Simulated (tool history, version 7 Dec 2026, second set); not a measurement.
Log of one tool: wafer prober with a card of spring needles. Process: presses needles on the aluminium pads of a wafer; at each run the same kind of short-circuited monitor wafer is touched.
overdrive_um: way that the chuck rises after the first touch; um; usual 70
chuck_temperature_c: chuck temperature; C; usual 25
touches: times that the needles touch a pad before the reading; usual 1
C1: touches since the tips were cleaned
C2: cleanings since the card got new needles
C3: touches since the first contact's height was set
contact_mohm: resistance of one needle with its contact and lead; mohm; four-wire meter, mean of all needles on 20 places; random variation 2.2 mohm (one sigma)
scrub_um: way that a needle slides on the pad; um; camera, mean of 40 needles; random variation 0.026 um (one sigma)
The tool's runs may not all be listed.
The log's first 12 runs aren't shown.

At hour 168.2: tips cleaned on abrasive film.
Run 13, hour 168.2: usual settings but overdrive_um 62 um, touches 3; C1 0; C2 17; C3 99190. Result: contact_mohm 248 mohm, scrub_um 15.13 um.
Run 14, hour 185.8: usual settings but overdrive_um 62 um, touches 3; C1 4350; C2 17; C3 103540. Result: contact_mohm 295 mohm, scrub_um 15.13 um.
At hour 191.4: tips cleaned on abrasive film.
Run 15, hour 203.5: usual settings but chuck_temperature_c 69 C; C1 2969; C2 18; C3 107865. Result: contact_mohm 324 mohm, scrub_um 17.09 um.
At hour 215.7: tips cleaned on abrasive film.
Run 16, hour 219.8: usual settings but chuck_temperature_c 69 C; C1 1004; C2 19; C3 111874. Result: contact_mohm 292 mohm, scrub_um 17.05 um.
Run 17, hour 229.4: usual settings but chuck_temperature_c 69 C; C1 3383; C2 19; C3 114253. Result: contact_mohm 331 mohm, scrub_um 17.07 um.
At hour 238.4: tips cleaned on abrasive film.
Run 18, hour 249.0: usual settings; C1 2612; C2 20; C3 119066. Result: contact_mohm 318 mohm, scrub_um 17.04 um.
At hour 262.5: tips cleaned on abrasive film.
Run 19, hour 268.6: usual settings; C1 1526; C2 21; C3 123887. Result: contact_mohm 293 mohm, scrub_um 17.03 um.
Run 20, hour 277.6: usual settings but chuck_temperature_c 50 C, touches 3; C1 3747; C2 21; C3 126108. Result: contact_mohm 285 mohm, scrub_um 17.02 um.
At hour 285.7: tips cleaned on abrasive film.
Run 21, hour 295.9: usual settings but chuck_temperature_c 50 C, touches 3; C1 2539; C2 22; C3 130604. Result: contact_mohm 277 mohm, scrub_um 17.06 um.
At hour 309.2: tips cleaned on abrasive film.
Run 22, hour 309.7: usual settings but overdrive_um 85 um, chuck_temperature_c 53 C, touches 2; C1 122; C2 23; C3 133967. Result: contact_mohm 264 mohm, scrub_um 20.74 um.
Run 23, hour 320.1: usual settings but overdrive_um 85 um, chuck_temperature_c 53 C, touches 2; C1 2701; C2 23; C3 136546. Result: contact_mohm 285 mohm, scrub_um 20.72 um.
At hour 333.6: tips cleaned on abrasive film.
Run 24, hour 334.1: usual settings but overdrive_um 85 um, chuck_temperature_c 53 C, touches 2; C1 126; C2 24; C3 139973. Result: contact_mohm 261 mohm, scrub_um 20.71 um.
Run 25, hour 353.4: usual settings but overdrive_um 62 um, chuck_temperature_c 48 C; C1 4895; C2 24; C3 144742. Result: contact_mohm 377 mohm, scrub_um 14.97 um.
At hour 356.9: tips cleaned on abrasive film.
Run 26, hour 370.9: usual settings but overdrive_um 59 um, chuck_temperature_c 33 C; C1 3437; C2 25; C3 149030. Result: contact_mohm 369 mohm, scrub_um 14.22 um.
At hour 379.9: tips cleaned on abrasive film.
Run 27, hour 382.9: usual settings but overdrive_um 90 um, chuck_temperature_c 121 C, touches 2; C1 739; C2 26; C3 151984. Result: contact_mohm 273 mohm, scrub_um 21.89 um.
Run 28, hour 400.2: usual settings but overdrive_um 90 um, chuck_temperature_c 62 C, touches 2; C1 5008; C2 26; C3 156253. Result: contact_mohm 294 mohm, scrub_um 21.93 um.
At hour 403.6: tips cleaned on abrasive film.
Run 29, hour 415.3: usual settings but overdrive_um 76 um; C1 2888; C2 27; C3 159952. Result: contact_mohm 305 mohm, scrub_um 18.38 um.
At hour 426.3: tips cleaned on abrasive film.
Run 30, hour 428.5: usual settings but overdrive_um 71 um; C1 542; C2 28; C3 163185. Result: contact_mohm 275 mohm, scrub_um 17.13 um.
Run 31, hour 443.5: usual settings but overdrive_um 71 um; C1 4249; C2 28; C3 166892. Result: contact_mohm 343 mohm, scrub_um 17.16 um.
At hour 449.7: tips cleaned on abrasive film.
Run 32, hour 456.3: usual settings but overdrive_um 71 um; C1 1635; C2 29; C3 170044. Result: contact_mohm 291 mohm, scrub_um 17.02 um.
Run 33, hour 465.7: usual settings but overdrive_um 71 um; C1 3935; C2 29; C3 172344. Result: contact_mohm 334 mohm, scrub_um 17.11 um.
At hour 473.9: tips cleaned on abrasive film.
Run 34, hour 478.1: usual settings but overdrive_um 78 um, chuck_temperature_c 33 C, touches 2; C1 1029; C2 30; C3 175382. Result: contact_mohm 268 mohm, scrub_um 18.87 um.
Run 35, hour 488.8: usual settings but overdrive_um 77 um; C1 3689; C2 30; C3 178042. Result: contact_mohm 320 mohm, scrub_um 18.57 um.

Forecast each of these 3 alternatives for the next run:
At hour 496.9: tips cleaned on abrasive film.
Run A, hour 506.0: usual settings but overdrive_um 57 um, chuck_temperature_c 42 C; C1 2262; C2 31; C3 182267. Result: contact_mohm ?, scrub_um ?.
At hour 496.9: tips cleaned on abrasive film.
Run B, hour 506.0: usual settings but overdrive_um 57 um, chuck_temperature_c 82 C, touches 2; C1 2262; C2 31; C3 182267. Result: contact_mohm ?, scrub_um ?.
At hour 496.9: tips cleaned on abrasive film.
Run C, hour 506.0: usual settings but overdrive_um 77 um, chuck_temperature_c 78 C; C1 2262; C2 31; C3 182267. Result: contact_mohm ?, scrub_um ?.

run  contact_mohm  scrub_um
  A           345     13.56
  B           323     13.54
  C           309     18.57
Without the tool's hidden state the same runs would have given:
run  contact_mohm  scrub_um
  A           253     14.24
  B           270     14.21
  C           260     19.24
